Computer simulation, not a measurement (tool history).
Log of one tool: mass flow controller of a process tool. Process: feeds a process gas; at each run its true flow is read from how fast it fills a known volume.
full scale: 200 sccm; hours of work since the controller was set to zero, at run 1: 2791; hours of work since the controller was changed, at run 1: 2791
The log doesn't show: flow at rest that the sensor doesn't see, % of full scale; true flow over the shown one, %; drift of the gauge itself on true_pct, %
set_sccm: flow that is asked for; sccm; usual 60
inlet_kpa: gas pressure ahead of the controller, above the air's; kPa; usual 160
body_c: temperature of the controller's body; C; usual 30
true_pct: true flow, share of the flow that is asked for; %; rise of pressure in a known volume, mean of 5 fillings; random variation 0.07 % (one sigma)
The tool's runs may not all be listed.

| run | day | set_sccm | inlet_kpa | body_c | hours of work since the controller was set to zero | hours of work since the controller was changed | true_pct |
|---|---|---|---|---|---|---|---|
| 1 | 0 | 60 | 160 | 30 | 2791 | 2791 | 97.55 |
| 2 | 5.767 | 60 | 160 | 30 | 2898 | 2898 | 97.54 |
| 3 | 10.896 | 60 | 160 | 25 | 2994 | 2994 | 97.81 |
| 4 | 18.55 | 60 | 160 | 30 | 3137 | 3137 | 97.42 |
| 5 | 25.546 | 60 | 160 | 30 | 3267 | 3267 | 97.4 |
| 6 | 31.317 | 60 | 160 | 23 | 3375 | 3375 | 97.76 |
| 7 | 35.958 | 60 | 160 | 23 | 3461 | 3461 | 97.75 |
| 8 | 43.592 | 60 | 160 | 30 | 3604 | 3604 | 97.35 |
| 9 | 50.621 | 79 | 160 | 30 | 3735 | 3735 | 97.97 |
| 10 | 53.967 | 79 | 160 | 30 | 3797 | 3797 | 97.96 |
| 11 | 59.312 | 79 | 160 | 30 | 3897 | 3897 | 97.95 |
| 12 | 66.104 | 60 | 160 | 30 | 4023 | 4023 | 97.24 |
| 13 | 73.825 | 173 | 160 | 30 | 4167 | 4167 | 99.59 |
| 14 | 81.083 | 173 | 160 | 30 | 4303 | 4303 | 99.57 |
| 15 | 87.879 | 173 | 160 | 30 | 4429 | 4429 | 99.65 |
| 16 | 91.85 | 60 | 160 | 30 | 4503 | 4503 | 97.16 |
| 17 | 97.575 | 60 | 160 | 30 | 4610 | 4610 | 96.96 |
| 18 | 105.15 | 82 | 160 | 30 | 4751 | 4751 | 97.87 |
| 19 | 112.042 | 60 | 160 | 30 | 4880 | 4880 | 97.03 |
| 20 | 119.162 | 60 | 160 | 30 | 5013 | 5013 | 96.83 |
| 21 | 125.167 | 60 | 160 | 30 | 5124 | 5124 | 96.87 |
| 22 | 132.454 | 60 | 160 | 30 | 5260 | 5260 | 96.81 |
| 23 | 138.888 | 60 | 160 | 30 | 5380 | 5380 | 96.8 |
| 24 | 143.129 | 60 | 160 | 30 | 5459 | 5459 | 96.67 |
| 25 | 148.167 | 105 | 154 | 32 | 5553 | 5553 | 98.44 |
| 26 | 151.658 | 38 | 154 | 39 | 5618 | 5618 | 94.46 |
| 27 | 158.346 | 26 | 154 | 23 | 5743 | 5743 | 92.91 |
| 28 | 165.238 | 44 | 143 | 25 | 5872 | 5872 | 95.73 |
| 29 | 172.75 | 44 | 143 | 25 | 6012 | 6012 | 95.56 |

Forecast run 30:
| 30 | 176.129 | 160 | 143 | 20 | 6075 | 6075 | ? |

{"run 30": {"true_pct": 100.04}}
Without the tool's hidden state the same run would have given true_pct 100.2 %.

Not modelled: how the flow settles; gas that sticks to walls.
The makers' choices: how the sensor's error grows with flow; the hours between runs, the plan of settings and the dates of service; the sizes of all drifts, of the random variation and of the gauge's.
